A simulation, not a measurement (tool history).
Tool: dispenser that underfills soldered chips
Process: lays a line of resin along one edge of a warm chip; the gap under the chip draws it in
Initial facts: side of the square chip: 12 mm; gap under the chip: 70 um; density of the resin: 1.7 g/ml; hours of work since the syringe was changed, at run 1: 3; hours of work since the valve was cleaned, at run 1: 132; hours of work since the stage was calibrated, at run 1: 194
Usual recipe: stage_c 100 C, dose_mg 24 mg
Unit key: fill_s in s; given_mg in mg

run	hour	stage_c	dose_mg	hours of work since the syringe was changed	hours of work since the valve was cleaned	hours of work since the stage was calibrated	fill_s	given_mg
1	0	100	24	3	132	194	96.7	21.84
2	4	100	24	6	134	197	105.8	21.77
# hour 5.7: new syringe of resin
3	12.6	100	24	5	140	202	101.8	21.79
# hour 14.7: dispensing valve cleaned and set on the balance
# hour 17.4: new syringe of resin
4	20.1	100	24	2	3	206	91.7	23.77
5	26	100	24	6	8	211	104.4	23.89
# hour 27.8: new syringe of resin
6	34.6	100	24	5	13	216	99.6	23.72
# hour 38.4: new syringe of resin
7	43.8	100	24	4	19	222	96.3	23.76
# hour 48.9: new syringe of resin
8	49	100	24	0	23	226	85.7	23.72
9	57.1	99	24	6	28	231	107	23.7
# hour 59.2: new syringe of resin
10	61.1	99	24	1	31	234	90.2	23.59
11	68.8	99	24	7	36	239	108.3	23.54
# hour 69.8: new syringe of resin
12	76.7	99	24	5	41	244	106.8	23.41
# hour 80.1: new syringe of resin
13	85.4	111	22.4	4	47	250	70.5	21.72

Run 14, settings as shown, results not yet in. Your forecast:
# hour 90.4: new syringe of resin
14	94.2	87	21.5	3	53	256	?	?

{"run 14": {"fill_s": 150.2, "given_mg": 20.72}}
The same run, on a tool lacking any hidden state, would have yielded fill_s 130.1 s, given_mg 21.47 mg.
